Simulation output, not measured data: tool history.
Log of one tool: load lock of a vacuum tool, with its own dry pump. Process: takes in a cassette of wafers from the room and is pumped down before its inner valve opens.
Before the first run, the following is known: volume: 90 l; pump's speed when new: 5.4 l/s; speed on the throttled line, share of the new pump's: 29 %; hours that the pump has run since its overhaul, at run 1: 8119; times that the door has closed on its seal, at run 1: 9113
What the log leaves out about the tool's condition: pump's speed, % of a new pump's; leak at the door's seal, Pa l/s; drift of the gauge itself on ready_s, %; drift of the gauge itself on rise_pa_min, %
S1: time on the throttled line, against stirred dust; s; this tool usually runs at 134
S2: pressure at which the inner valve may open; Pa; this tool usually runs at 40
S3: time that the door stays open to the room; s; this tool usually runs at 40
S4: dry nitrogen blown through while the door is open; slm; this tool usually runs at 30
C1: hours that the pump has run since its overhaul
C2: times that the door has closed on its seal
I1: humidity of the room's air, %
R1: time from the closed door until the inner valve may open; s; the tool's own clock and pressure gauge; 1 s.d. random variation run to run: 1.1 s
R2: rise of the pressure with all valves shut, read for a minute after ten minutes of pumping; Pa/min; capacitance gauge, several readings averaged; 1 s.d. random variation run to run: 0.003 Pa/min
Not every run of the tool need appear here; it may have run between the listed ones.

{"run": 1, "hour": 0.0, "S1": 134, "S2": 40, "S3": 40, "S4": 30, "C1": 8119, "C2": 9113, "I1": 46.3, "R1": 235.8, "R2": 0.038}
{"run": 2, "hour": 89.5, "S1": 134, "S2": 40, "S3": 40, "S4": 30, "C1": 8208, "C2": 9282, "I1": 47.7, "R1": 236.7, "R2": 0.042}
{"run": 3, "hour": 150.6, "S1": 134, "S2": 40, "S3": 40, "S4": 30, "C1": 8269, "C2": 9398, "I1": 45.6, "R1": 237, "R2": 0.037}
{"run": 4, "hour": 223.7, "S1": 134, "S2": 34, "S3": 40, "S4": 30, "C1": 8342, "C2": 9536, "I1": 48.5, "R1": 240.3, "R2": 0.042}
{"run": 5, "hour": 346.2, "S1": 134, "S2": 34, "S3": 40, "S4": 30, "C1": 8465, "C2": 9768, "I1": 45.7, "R1": 240.4, "R2": 0.037}
{"run": 6, "hour": 411.8, "S1": 134, "S2": 34, "S3": 40, "S4": 30, "C1": 8530, "C2": 9892, "I1": 44.2, "R1": 240, "R2": 0.039}
{"run": 7, "hour": 472.1, "S1": 134, "S2": 34, "S3": 40, "S4": 30, "C1": 8591, "C2": 10006, "I1": 45.4, "R1": 242.1, "R2": 0.041}
{"run": 8, "hour": 536.2, "S1": 134, "S2": 34, "S3": 40, "S4": 30, "C1": 8655, "C2": 10127, "I1": 42, "R1": 240.1, "R2": 0.039}
{"run": 9, "hour": 593.2, "S1": 134, "S2": 34, "S3": 40, "S4": 30, "C1": 8712, "C2": 10235, "I1": 47.7, "R1": 238.5, "R2": 0.043}
{"run": 10, "hour": 684.7, "S1": 134, "S2": 40, "S3": 40, "S4": 7, "C1": 8803, "C2": 10408, "I1": 46.1, "R1": 236.1, "R2": 0.062}
{"run": 11, "hour": 793.5, "S1": 134, "S2": 40, "S3": 40, "S4": 7, "C1": 8912, "C2": 10614, "I1": 44.1, "R1": 237, "R2": 0.058}
{"run": 12, "hour": 902.1, "S1": 134, "S2": 40, "S3": 40, "S4": 7, "C1": 9021, "C2": 10819, "I1": 47.9, "R1": 238.1, "R2": 0.056}
{"run": 13, "hour": 1007.6, "S1": 134, "S2": 40, "S3": 40, "S4": 7, "C1": 9126, "C2": 11018, "I1": 43.2, "R1": 236.8, "R2": 0.056}
{"run": 14, "hour": 1094.2, "S1": 134, "S2": 40, "S3": 162, "S4": 30, "C1": 9213, "C2": 11182, "I1": 44.3, "R1": 236.4, "R2": 0.079}
{"run": 15, "hour": 1176.6, "S1": 134, "S2": 40, "S3": 40, "S4": 30, "C1": 9295, "C2": 11338, "I1": 44, "R1": 236, "R2": 0.042}
{"run": 16, "hour": 1253.2, "S1": 134, "S2": 40, "S3": 210, "S4": 30, "C1": 9372, "C2": 11483, "I1": 43.8, "R1": 237.2, "R2": 0.082}
{"run": 17, "hour": 1365.6, "S1": 134, "S2": 40, "S3": 210, "S4": 30, "C1": 9484, "C2": 11696, "I1": 46.5, "R1": 239, "R2": 0.087}
{"run": 18, "hour": 1485.7, "S1": 96, "S2": 34, "S3": 40, "S4": 16, "C1": 9604, "C2": 11923, "I1": 41.4, "R1": 214.8, "R2": 0.04}
{"run": 19, "hour": 1562.0, "S1": 81, "S2": 34, "S3": 40, "S4": 34, "C1": 9681, "C2": 12067, "I1": 43.2, "R1": 207, "R2": 0.042}
{"run": 20, "hour": 1642.5, "S1": 134, "S2": 32, "S3": 40, "S4": 11, "C1": 9761, "C2": 12219, "I1": 43.5, "R1": 243.5, "R2": 0.051}
{"run": 21, "hour": 1706.7, "S1": 176, "S2": 41, "S3": 39, "S4": 35, "C1": 9825, "C2": 12341, "I1": 50.6, "R1": 267.1, "R2": 0.04}
{"run": 22, "hour": 1796.0, "S1": 176, "S2": 41, "S3": 39, "S4": 35, "C1": 9915, "C2": 12510, "I1": 45.2, "R1": 266.9, "R2": 0.041}
{"run": 23, "hour": 1867.7, "S1": 176, "S2": 40, "S3": 39, "S4": 35, "C1": 9986, "C2": 12645, "I1": 47.8, "R1": 266.3, "R2": 0.047}
{"run": 24, "hour": 1932.8, "S1": 176, "S2": 40, "S3": 39, "S4": 35, "C1": 10051, "C2": 12768, "I1": 47, "R1": 268.1, "R2": 0.047}
{"run": 25, "hour": 2048.8, "S1": 242, "S2": 40, "S3": 111, "S4": 4, "C1": 10167, "C2": 12988, "I1": 47.5, "R1": 313.2, "R2": 0.098}
{"run": 26, "hour": 2139.4, "S1": 173, "S2": 40, "S3": 111, "S4": 4, "C1": 10258, "C2": 13159, "I1": 46.7, "R1": 264.7, "R2": 0.104}
{"run": 27, "hour": 2220.3, "S1": 92, "S2": 40, "S3": 40, "S4": 9, "C1": 10339, "C2": 13312, "I1": 48.1, "R1": 210.9, "R2": 0.064}
{"run": 28, "hour": 2283.4, "S1": 237, "S2": 40, "S3": 40, "S4": 9, "C1": 10402, "C2": 13431, "I1": 41.6, "R1": 311.2, "R2": 0.061}
{"run": 29, "hour": 2336.3, "S1": 237, "S2": 40, "S3": 40, "S4": 9, "C1": 10455, "C2": 13531, "I1": 47.1, "R1": 310.2, "R2": 0.058}

Consider 3 possible next runs. They are alternatives, not a sequence: every one starts from the tool as it was left by run 29. What does each give?
{"run": "A", "hour": 2408.4, "S1": 237, "S2": 40, "S3": 32, "S4": 4, "C1": 10527, "C2": 13668, "I1": 44.3, "R1": "?", "R2": "?"}
{"run": "B", "hour": 2408.4, "S1": 134, "S2": 40, "S3": 181, "S4": 12, "C1": 10527, "C2": 13668, "I1": 43.8, "R1": "?", "R2": "?"}
{"run": "C", "hour": 2408.4, "S1": 134, "S2": 30, "S3": 222, "S4": 18, "C1": 10527, "C2": 13668, "I1": 43.5, "R1": "?", "R2": "?"}

run=A R1=307.9 R2=0.065
run=B R1=240.1 R2=0.11
run=C R1=243.9 R2=0.104
Take away the tool's hidden state, keep each run's random variation, and the runs would have read:
run=A R1=298.5 R2=0.041
run=B R1=226.2 R2=0.086
run=C R1=229.4 R2=0.08

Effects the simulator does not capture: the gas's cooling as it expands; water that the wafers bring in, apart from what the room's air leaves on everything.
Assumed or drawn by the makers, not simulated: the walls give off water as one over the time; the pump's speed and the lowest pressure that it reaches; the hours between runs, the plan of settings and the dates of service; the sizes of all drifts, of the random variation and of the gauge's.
